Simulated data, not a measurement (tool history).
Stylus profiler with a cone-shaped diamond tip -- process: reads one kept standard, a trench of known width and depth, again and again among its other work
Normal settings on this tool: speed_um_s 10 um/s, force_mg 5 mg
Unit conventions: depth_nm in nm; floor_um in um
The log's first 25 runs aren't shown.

Run 26, hour 1127.9: usual settings but speed_um_s 20 um/s, force_mg 2.15 mg. Result: depth_nm 507.26 nm, floor_um 46.65 um.
Run 27, hour 1157.8: usual settings but speed_um_s 12 um/s, force_mg 4.47 mg. Result: depth_nm 511.62 nm, floor_um 46.75 um.
Run 28, hour 1188.2: usual settings but speed_um_s 7 um/s, force_mg 8.53 mg. Result: depth_nm 517.48 nm, floor_um 46.67 um.
At hour 1221.9: height scale calibrated on a step standard, once more.
Run 29, hour 1246: usual settings but speed_um_s 15 um/s, force_mg 11.09 mg. Result: depth_nm 520.77 nm, floor_um 46.68 um.
Run 30, hour 1313.3: usual settings but speed_um_s 15 um/s, force_mg 11.09 mg. Result: depth_nm 520.59 nm, floor_um 46.7 um.
Run 31, hour 1346.4: usual settings but speed_um_s 9 um/s, force_mg 14.72 mg. Result: depth_nm 525.14 nm, floor_um 46.61 um.
Run 32, hour 1415.3: usual settings but speed_um_s 4 um/s, force_mg 14.21 mg. Result: depth_nm 524.52 nm, floor_um 46.71 um.
Run 33, hour 1443.5: usual settings but speed_um_s 6 um/s, force_mg 2.84 mg. Result: depth_nm 508.35 nm, floor_um 46.66 um.
Run 34, hour 1493.5: usual settings but speed_um_s 26 um/s, force_mg 3.73 mg. Result: depth_nm 510.45 nm, floor_um 46.56 um.
Run 35, hour 1539.4: usual settings but speed_um_s 26 um/s, force_mg 3.73 mg. Result: depth_nm 510.17 nm, floor_um 46.6 um.
Run 36, hour 1593.8: usual settings but speed_um_s 15 um/s, force_mg 11.19 mg. Result: depth_nm 521.33 nm, floor_um 46.57 um.
Run 37, hour 1646.1: usual settings but speed_um_s 15 um/s, force_mg 11.19 mg. Result: depth_nm 521.25 nm, floor_um 46.61 um.
Run 38, hour 1699.5: usual settings but speed_um_s 15 um/s, force_mg 11.19 mg. Result: depth_nm 520.98 nm, floor_um 46.59 um.
Run 39, hour 1750.7: usual settings but speed_um_s 6 um/s, force_mg 7.43 mg. Result: depth_nm 516.1 nm, floor_um 46.61 um.

Forecast each of these 3 alternatives for the next run:
Run A, hour 1804.7: usual settings but speed_um_s 28 um/s, force_mg 7.71 mg. Result: depth_nm ?, floor_um ?.
Run B, hour 1804.7: usual settings but force_mg 7.97 mg. Result: depth_nm ?, floor_um ?.
Run C, hour 1804.7: usual settings but speed_um_s 16 um/s, force_mg 4.65 mg. Result: depth_nm ?, floor_um ?.

run  depth_nm  floor_um
  A    516.65     46.57
  B     516.9     46.55
  C    512.05      46.5
What these runs would have given with no unlogged condition in the tool:
run  depth_nm  floor_um
  A    516.08        47
  B    516.33     46.98
  C    511.49     46.93
